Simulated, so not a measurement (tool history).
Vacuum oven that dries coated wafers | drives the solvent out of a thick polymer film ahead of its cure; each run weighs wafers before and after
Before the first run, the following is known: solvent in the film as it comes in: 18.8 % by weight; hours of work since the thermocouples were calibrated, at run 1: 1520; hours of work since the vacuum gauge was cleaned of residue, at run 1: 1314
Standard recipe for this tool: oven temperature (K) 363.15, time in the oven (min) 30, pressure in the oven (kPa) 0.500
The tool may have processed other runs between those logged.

run   hour  oven temperature (K)  time in the oven (min)  pressure in the oven (kPa)  hours of work since the thermocouples were calibrated  hours of work since the vacuum gauge was cleaned of residue  solvent left in the film (%)
  1    0.0                363.15                      30                       0.500                                                   1520                                                         1314                          1.33
  2   24.1                363.15                      30                       0.490                                                   1537                                                         1331                          1.38
  3   65.6                363.15                      30                       0.500                                                   1567                                                         1360                          1.44
  4  114.7                363.15                      30                       0.500                                                   1601                                                         1395                          1.34
  5  143.4                363.15                      30                       0.479                                                   1622                                                         1415                          1.29
  6  183.7                363.15                      30                       0.479                                                   1650                                                         1444                          1.41
     212.8  -- oven's thermocouples calibrated
  7  216.8                363.15                      30                       0.479                                                      3                                                         1466                          1.41
  8  244.0                363.15                      30                       0.500                                                     22                                                         1485                          1.39
  9  288.2                363.15                      30                       1.436                                                     53                                                         1516                          3.02
 10  333.7                363.15                      30                       1.436                                                     85                                                         1548                          2.98
 11  381.1                363.15                      30                       1.436                                                    119                                                         1582                          3.05
 12  428.7                363.15                      30                       1.436                                                    153                                                         1615                          2.99
 13  454.7                363.15                      30                       1.436                                                    171                                                         1634                          2.92
 14  508.7                364.15                      30                       1.436                                                    209                                                         1672                          2.79
 15  532.8                364.15                      30                       1.436                                                    226                                                         1689                          2.88
 16  561.6                357.15                      30                       0.398                                                    247                                                         1709                          2.32
 17  609.1                357.15                      30                       0.398                                                    280                                                         1743                          2.38
 18  657.7                357.15                      30                       0.398                                                    314                                                         1777                          2.44
 19  683.5                360.15                      30                       1.037                                                    333                                                         1795                          2.91
 20  721.3                362.15                      30                       0.764                                                    359                                                         1822                          2.03
 21  746.0                370.15                      25                       1.596                                                    377                                                         1839                          2.29
 22  785.0                370.15                      25                       1.596                                                    404                                                         1867                          2.24
     798.7  -- vacuum gauge cleaned of residue and calibrated
 23  840.6                363.15                      31                       0.500                                                    443                                                           30                          1.36
 24  870.2                363.15                      42                       0.608                                                    464                                                           51                          1.16

Expected results for the next run?
 25  898.0                369.15                      35                       0.500                                                    483                                                           70                             ?

solvent left in the film (%): 0.71
If the tool had no hidden condition, the same run with the same run-to-run variation would have returned solvent left in the film (%) 0.71.

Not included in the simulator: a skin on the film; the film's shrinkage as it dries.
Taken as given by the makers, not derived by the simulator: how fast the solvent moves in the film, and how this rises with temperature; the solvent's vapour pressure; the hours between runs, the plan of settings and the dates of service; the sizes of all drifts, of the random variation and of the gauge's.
